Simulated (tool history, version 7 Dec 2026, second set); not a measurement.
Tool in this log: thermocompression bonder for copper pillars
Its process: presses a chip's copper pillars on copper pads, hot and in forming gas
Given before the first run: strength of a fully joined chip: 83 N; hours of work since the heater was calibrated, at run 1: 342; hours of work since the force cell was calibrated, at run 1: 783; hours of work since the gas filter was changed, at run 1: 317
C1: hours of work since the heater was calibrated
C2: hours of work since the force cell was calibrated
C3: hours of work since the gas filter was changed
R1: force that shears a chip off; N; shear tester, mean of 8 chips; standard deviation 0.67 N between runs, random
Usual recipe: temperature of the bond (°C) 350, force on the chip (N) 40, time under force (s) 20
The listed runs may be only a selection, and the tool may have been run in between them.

Run 1, hour 0.0: usual settings; C1 342; C2 783; C3 317. Result: R1 41.6 N.
Run 2, hour 8.7: usual settings; C1 349; C2 789; C3 323. Result: R1 40.6 N.
Run 3, hour 17.2: usual settings but temperature of the bond (°C) 375; C1 355; C2 795; C3 329. Result: R1 51.5 N.
Run 4, hour 29.1: usual settings but temperature of the bond (°C) 375; C1 363; C2 803; C3 337. Result: R1 50.8 N.
Run 5, hour 36.5: usual settings but force on the chip (N) 51; C1 368; C2 808; C3 343. Result: R1 49.1 N.
Run 6, hour 44.4: usual settings but time under force (s) 37; C1 374; C2 814; C3 348. Result: R1 49.6 N.
Run 7, hour 57.0: usual settings but time under force (s) 37; C1 383; C2 823; C3 357. Result: R1 49.1 N.
Run 8, hour 62.7: usual settings; C1 387; C2 827; C3 361. Result: R1 40.3 N.
Run 9, hour 71.6: usual settings; C1 393; C2 833; C3 367. Result: R1 40.7 N.
Run 10, hour 84.4: usual settings; C1 402; C2 842; C3 377. Result: R1 40.1 N.
Run 11, hour 94.2: usual settings; C1 409; C2 849; C3 383. Result: R1 40.3 N.
Run 12, hour 104.3: usual settings; C1 416; C2 856; C3 391. Result: R1 39.5 N.
Run 13, hour 110.6: usual settings; C1 421; C2 861; C3 395. Result: R1 40.3 N.
Run 14, hour 122.1: usual settings but temperature of the bond (°C) 349; C1 429; C2 869; C3 403. Result: R1 39.3 N.
Run 15, hour 132.5: usual settings but temperature of the bond (°C) 378; C1 436; C2 876; C3 410. Result: R1 49.3 N.
Run 16, hour 142.3: usual settings but force on the chip (N) 36; C1 443; C2 883; C3 417. Result: R1 36.7 N.
Run 17, hour 154.7: usual settings but force on the chip (N) 28; C1 452; C2 892; C3 426. Result: R1 26.9 N.
At hour 160.8: force cell calibrated.
Run 18, hour 165.4: usual settings but force on the chip (N) 28; C1 458; C2 3; C3 433. Result: R1 30.9 N.
Run 19, hour 172.7: usual settings but force on the chip (N) 28; C1 463; C2 8; C3 438. Result: R1 32.0 N.
Run 20, hour 185.4: usual settings but force on the chip (N) 28; C1 472; C2 17; C3 447. Result: R1 30.1 N.
At hour 193.8: forming gas filter changed.
Run 21, hour 197.0: usual settings but temperature of the bond (°C) 371, force on the chip (N) 50, time under force (s) 13; C1 480; C2 25; C3 2. Result: R1 59.9 N.
Run 22, hour 203.9: usual settings but temperature of the bond (°C) 323, force on the chip (N) 38, time under force (s) 11; C1 485; C2 30; C3 7. Result: R1 24.8 N.
Run 23, hour 213.7: usual settings but force on the chip (N) 28, time under force (s) 29; C1 492; C2 37; C3 14. Result: R1 38.6 N.
Run 24, hour 224.5: usual settings but temperature of the bond (°C) 380, force on the chip (N) 29, time under force (s) 29; C1 500; C2 45; C3 22. Result: R1 54.3 N.
Run 25, hour 230.7: usual settings but temperature of the bond (°C) 380, force on the chip (N) 29, time under force (s) 17; C1 504; C2 49; C3 26. Result: R1 44.8 N.
Run 26, hour 241.4: usual settings but temperature of the bond (°C) 347, force on the chip (N) 41, time under force (s) 11; C1 512; C2 57; C3 34. Result: R1 36.9 N.
Run 27, hour 249.7: usual settings but temperature of the bond (°C) 347, force on the chip (N) 41, time under force (s) 11; C1 518; C2 62; C3 40. Result: R1 35.6 N.
Run 28, hour 256.0: usual settings but temperature of the bond (°C) 378, force on the chip (N) 58; C1 522; C2 67; C3 44. Result: R1 71.0 N.
Run 29, hour 268.4: usual settings but temperature of the bond (°C) 378, force on the chip (N) 27, time under force (s) 16; C1 531; C2 76; C3 53. Result: R1 40.2 N.
Run 30, hour 277.9: usual settings but temperature of the bond (°C) 378, force on the chip (N) 27, time under force (s) 16; C1 538; C2 82; C3 59. Result: R1 40.0 N.
Run 31, hour 284.9: usual settings but temperature of the bond (°C) 378, force on the chip (N) 27, time under force (s) 16; C1 543; C2 87; C3 64. Result: R1 39.5 N.
Run 32, hour 295.1: usual settings but temperature of the bond (°C) 378, force on the chip (N) 27, time under force (s) 16; C1 550; C2 95; C3 72. Result: R1 40.0 N.
Run 33, hour 301.4: usual settings but temperature of the bond (°C) 322, force on the chip (N) 24, time under force (s) 14; C1 554; C2 99; C3 76. Result: R1 15.8 N.
Run 34, hour 311.7: usual settings but temperature of the bond (°C) 322, force on the chip (N) 24, time under force (s) 14; C1 561; C2 106; C3 83. Result: R1 16.3 N.
Run 35, hour 322.4: usual settings but temperature of the bond (°C) 352, force on the chip (N) 24, time under force (s) 41; C1 569; C2 114; C3 91. Result: R1 37.9 N.
Run 36, hour 330.8: usual settings but temperature of the bond (°C) 355, force on the chip (N) 53, time under force (s) 13; C1 575; C2 120; C3 97. Result: R1 52.3 N.

Describe how what the log doesn't record of the tool's condition differs between the last listed run preceding each entry between runs and the first listed run following it.
From run 17 to run 18: force cell calibrated (hour 160.8)
  force that reaches the chip, % of what is set: 89.5 -> 99.2; oxide that the forming gas leaves, % of the face: 8.19 -> 8.31
  measured result minus the result with no hidden state, R1: -7.1 -> -4.1 N
From run 20 to run 21: forming gas filter changed (hour 193.8)
  true temperature of the bond over the reading, C: -2.8 -> -2.9; oxide that the forming gas leaves, % of the face: 8.55 -> 0.69
  measured result minus the result with no hidden state, R1: -4.2 -> -1.8 N
